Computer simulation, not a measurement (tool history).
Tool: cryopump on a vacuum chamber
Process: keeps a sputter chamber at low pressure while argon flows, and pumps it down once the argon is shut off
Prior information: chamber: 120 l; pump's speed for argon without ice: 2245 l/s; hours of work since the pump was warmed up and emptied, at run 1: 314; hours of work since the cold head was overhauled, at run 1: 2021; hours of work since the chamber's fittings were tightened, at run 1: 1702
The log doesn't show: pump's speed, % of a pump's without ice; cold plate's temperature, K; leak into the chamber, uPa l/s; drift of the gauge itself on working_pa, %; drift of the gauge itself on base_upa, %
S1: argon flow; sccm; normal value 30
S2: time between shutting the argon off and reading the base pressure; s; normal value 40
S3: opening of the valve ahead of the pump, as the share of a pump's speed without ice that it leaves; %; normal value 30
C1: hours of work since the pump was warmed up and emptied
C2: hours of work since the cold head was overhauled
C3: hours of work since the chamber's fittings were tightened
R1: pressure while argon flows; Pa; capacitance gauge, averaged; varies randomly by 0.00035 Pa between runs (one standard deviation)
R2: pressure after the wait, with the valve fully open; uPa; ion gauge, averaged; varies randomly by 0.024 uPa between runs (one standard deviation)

run   hour  S1   S2  S3   C1    C2    C3      R1    R2
  1      0  30   40  30  314  2021  1702  0.0771  1.52
  2   35.7  30   40  30  343  2049  1730  0.0778  1.54
  3   66.5  30   40  30  367  2074  1755  0.0786  1.56
  4  125.4  30   40  30  415  2121  1802  0.0784   1.6
  5    177  30   40  30  456  2163  1844  0.0783  1.67
  6  212.6  30   40  30  484  2191  1872   0.078  1.64
  7  255.2  30   40  30  518  2225  1906  0.0781  1.68
  8  294.5  30   40  30  550  2257  1938  0.0793   1.7
  9  339.6  30   40  30  586  2293  1974  0.0796  1.71
 10  393.6  30   40  30  629  2336  2017  0.0797  1.72
 11    451  30   40  30  675  2382  2063  0.0799   1.8
 12  500.6  30   40  45  715  2422  2103  0.0553  1.83
 13  527.9  16  118  40  737  2444  2125  0.0327  1.32
 14  560.5  30   73  30  763  2470  2151  0.0805   1.5
 15  609.3  30   73  16  802  2509  2190  0.1464  1.49
     655.7  -- pump warmed up, emptied and cooled again
 16  663.4  30   73  16    6  2548  2229  0.1413  1.35
 17  708.5  30   73  16   42  2584  2265  0.1423  1.37
 18  750.3  30   63  28   76  2618  2299  0.0822  1.45
 19  788.9  28   40  20  107  2649  2329  0.1066  1.82
 20  821.1  52   40  15  132  2674  2355  0.2649   1.8
 21  869.5  52   40  15  171  2713  2394  0.2645   1.8
 22  923.8  20  140  42  215  2757  2438  0.0372  1.27
 23    976  20  140  42  257  2798  2479  0.0376  1.34

Alternative continuations, all from the tool just after run 23; predict every row:
  A  1014.6  48  140  34  287  2829  2510   ?   ?
  B  1014.6  36  140  59  287  2829  2510   ?   ?
  C  1014.6  20  140  20  287  2829  2510   ?   ?

run      R1    R2
  A  0.1104  1.33
  B   0.049  1.35
  C  0.0774  1.32
Stripped of hidden state, with their random variation kept, the same runs would have yielded:
run      R1    R2
  A  0.1062  0.36
  B  0.0458  0.36
  C  0.0757  0.35
